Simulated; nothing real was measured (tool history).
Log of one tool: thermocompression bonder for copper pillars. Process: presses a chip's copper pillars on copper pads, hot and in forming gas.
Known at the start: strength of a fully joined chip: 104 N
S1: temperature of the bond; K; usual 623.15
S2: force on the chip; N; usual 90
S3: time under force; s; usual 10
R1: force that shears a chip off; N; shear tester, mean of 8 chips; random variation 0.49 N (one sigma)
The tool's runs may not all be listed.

run     day      S1   S2  S3    R1
  1       0  623.15   90  10  73.1
  2   0.262  623.15  112  10    81
  3   0.638  623.15   90   6  63.9
  4     0.9  623.15   90   6  63.2
  5   1.158  597.15   90   6  53.4
  6   1.483  597.15   90   6  53.1
  7   1.975  623.15   90  10  71.9
  8   2.221  623.15   90  10    72
  9   2.542  623.15   90  10  72.5
 10   2.825  649.15   90  10  78.9
 11   3.271  649.15   90  10  79.6
 12   3.529  649.15   90  10  80.4
      3.762  -- forming gas filter changed
 13   3.867  623.15  118  10    88
 14   4.108  623.15  118  10  89.1
 15   4.433  623.15   90  10  77.4
 16   4.792  623.15   90  10  76.3
 17   5.229  620.15   90  10  74.9
 18   5.442  620.15   90  10  74.7
 19   5.925  623.15   90   7  68.7
 20   6.296  623.15   90  10    76
 21   6.554  640.15   90  10  82.4
 22   6.933  640.15   90  10  82.7
 23    7.15  640.15   90  10  82.1
 24   7.462  622.15  127   6    82
 25   7.742  623.15   59  10  56.4
      7.854  -- heater calibrated with a thermocouple chip
 26   8.042  623.15   59  10  56.1
 27   8.525  595.15   62  17  57.6
 28   8.871  611.15   56  11  50.6
 29   9.296  619.15   55  10  50.8
 30   9.546  619.15   55  10  51.5
 31   9.971  619.15  108  27  94.2
     10.483  -- heater calibrated with a thermocouple chip, once more
 32  10.483  641.15  103  10  85.5
 33  10.754  622.15  103   7  73.4
 34  11.133  622.15  103   8    75
 35  11.588  650.15   84  10  79.1
 36  11.971  649.15  111  10  90.6
 37  12.362  611.15  132  10    85
 38  12.825  595.15  132  10  80.2
 39  13.162  595.15  132  10  79.3

Hidden state or all else? Some run-to-run changes of R1, split into what the settings, what came in and random variation would give without the hidden state, and what is left for the hidden state (with any gauge scatter that isn't in both results):
The hidden state here: true temperature of the bond over the reading, C; force that reaches the chip, % of what is set; oxide that the forming gas leaves, % of the face; drift of the gauge itself on shear_n, %.
Run 6 -> 7: S1 597.15 -> 623.15, S3 6 -> 10. R1 +18.8 N: hidden state -1.5, all else +20.3.
Run 12 -> 13: S1 649.15 -> 623.15, S2 90 -> 118, forming gas filter changed. R1 +7.6 N: hidden state +5.9, all else +1.7.
Run 24 -> 25: S1 622.15 -> 623.15, S2 127 -> 59, S3 6 -> 10. R1 -25.6 N: hidden state +0.6, all else -26.2.
Run 30 -> 31: S2 55 -> 108, S3 10 -> 27. R1 +42.7 N: hidden state -2.7, all else +45.4.
